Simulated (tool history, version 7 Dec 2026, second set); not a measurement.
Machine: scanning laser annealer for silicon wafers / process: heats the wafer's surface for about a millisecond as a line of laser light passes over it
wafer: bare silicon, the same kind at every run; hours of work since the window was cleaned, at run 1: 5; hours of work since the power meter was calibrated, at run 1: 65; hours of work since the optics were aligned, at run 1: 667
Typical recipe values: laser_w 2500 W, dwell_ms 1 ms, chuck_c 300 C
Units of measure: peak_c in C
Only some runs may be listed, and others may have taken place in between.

run,day,laser_w,dwell_ms,chuck_c,hours of work since the window was cleaned,hours of work since the power meter was calibrated,hours of work since the optics were aligned,peak_c
1,0,2500,1,300,5,65,667,1015
2,0.667,2500,0.77,300,13,73,675,936
3,1.025,2718,1,300,18,78,680,1087
4,1.458,2500,1,300,24,83,685,1012
5,2.146,2500,1,300,32,92,694,1009
6,2.754,2500,1,300,40,99,702,1011
7,3.158,2490,1,300,45,105,707,1006
8,3.638,2490,1,300,51,111,713,1005
9,4.262,2490,1,300,59,119,721,1004
10,4.825,2490,1,300,66,126,728,1004
11,5.533,2490,1,300,75,135,737,1002
12,5.942,2490,1,300,81,140,742,1004
13,6.508,2490,1,300,88,147,750,999
14,7.208,2575,1,300,97,156,758,1027
15,7.633,2575,1,300,102,162,764,1027
16,8.208,2575,1,300,109,169,771,1028
17,8.888,2500,1,297,118,177,780,1000
18,9.608,2525,1,300,127,187,789,1010
19,10.325,2525,1,300,136,196,798,1006
20,10.667,2525,1.12,300,141,200,802,1043
21,11.171,2525,0.87,269,147,206,809,933
22,11.771,2701,1.02,294,155,214,816,1064
23,12.4,2701,1.02,294,163,222,824,1063
24,12.962,2370,0.77,274,170,229,832,857

Forecast run 25:
25,13.525,2741,1.24,274,177,236,839,?

peak_c: 1125 C
Without the tool's hidden state the same run would have given peak_c 1167 C.
